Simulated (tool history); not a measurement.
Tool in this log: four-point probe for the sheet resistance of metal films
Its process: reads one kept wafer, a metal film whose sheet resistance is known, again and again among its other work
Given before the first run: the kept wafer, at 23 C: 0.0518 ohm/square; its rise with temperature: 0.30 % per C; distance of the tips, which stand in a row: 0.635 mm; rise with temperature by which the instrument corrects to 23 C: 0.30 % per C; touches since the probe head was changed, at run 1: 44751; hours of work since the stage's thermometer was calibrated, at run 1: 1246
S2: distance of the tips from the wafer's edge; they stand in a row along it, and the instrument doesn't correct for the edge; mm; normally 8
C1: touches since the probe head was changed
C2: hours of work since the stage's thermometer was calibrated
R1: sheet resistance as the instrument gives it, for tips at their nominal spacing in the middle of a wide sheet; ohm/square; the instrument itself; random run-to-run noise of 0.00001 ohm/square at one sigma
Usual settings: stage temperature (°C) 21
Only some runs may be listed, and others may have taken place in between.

run 1 day=0.000 | stage_temperature_(°C)=21 S2=8 | C1=44751 C2=1246 | R1=0.052123
run 2 day=2.229 | stage_temperature_(°C)=21 S2=8 | C1=45954 C2=1282 | R1=0.052127
run 3 day=5.262 | stage_temperature_(°C)=26 S2=8 | C1=47589 C2=1331 | R1=0.052135
run 4 day=7.396 | stage_temperature_(°C)=21 S2=8 | C1=48739 C2=1366 | R1=0.052142
run 5 day=10.621 | stage_temperature_(°C)=21 S2=8 | C1=50479 C2=1418 | R1=0.052149
run 6 day=13.638 | stage_temperature_(°C)=25 S2=8 | C1=52106 C2=1467 | R1=0.052176
run 7 day=17.012 | stage_temperature_(°C)=21 S2=8 | C1=53926 C2=1522 | R1=0.052159
run 8 day=20.192 | stage_temperature_(°C)=21 S2=8 | C1=55642 C2=1574 | R1=0.052169
run 9 day=21.938 | stage_temperature_(°C)=21 S2=8 | C1=56583 C2=1602 | R1=0.052165
run 10 day=24.117 | stage_temperature_(°C)=21 S2=8 | C1=57759 C2=1637 | R1=0.052170
run 11 day=25.846 | stage_temperature_(°C)=20 S2=37 | C1=58690 C2=1666 | R1=0.052015
run 12 day=27.242 | stage_temperature_(°C)=34 S2=14 | C1=59445 C2=1688 | R1=0.052092
-- day=28.742 stage's thermometer calibrated
run 13 day=28.762 | stage_temperature_(°C)=34 S2=14 | C1=60253 C2=0 | R1=0.052020
run 14 day=31.592 | stage_temperature_(°C)=34 S2=14 | C1=61780 C2=46 | R1=0.052035
run 15 day=34.908 | stage_temperature_(°C)=27 S2=24 | C1=63567 C2=100 | R1=0.051982

Branching from run 15: 4 alternative next runs. What would each branch give?
run A day=37.217 | stage_temperature_(°C)=26 S2=42 | C1=64814 C2=138 | R1=?
run B day=37.217 | stage_temperature_(°C)=19 S2=8 | C1=64814 C2=138 | R1=?
run C day=37.217 | stage_temperature_(°C)=28 S2=26 | C1=64814 C2=138 | R1=?
run D day=37.217 | stage_temperature_(°C)=23 S2=5 | C1=64814 C2=138 | R1=?

run=A R1=0.051971
run=B R1=0.052140
run=C R1=0.051996
run=D R1=0.052403
Stripped of hidden state, with their random variation kept, the same runs would have yielded:
run=A R1=0.051800
run=B R1=0.051968
run=C R1=0.051825
run=D R1=0.052230
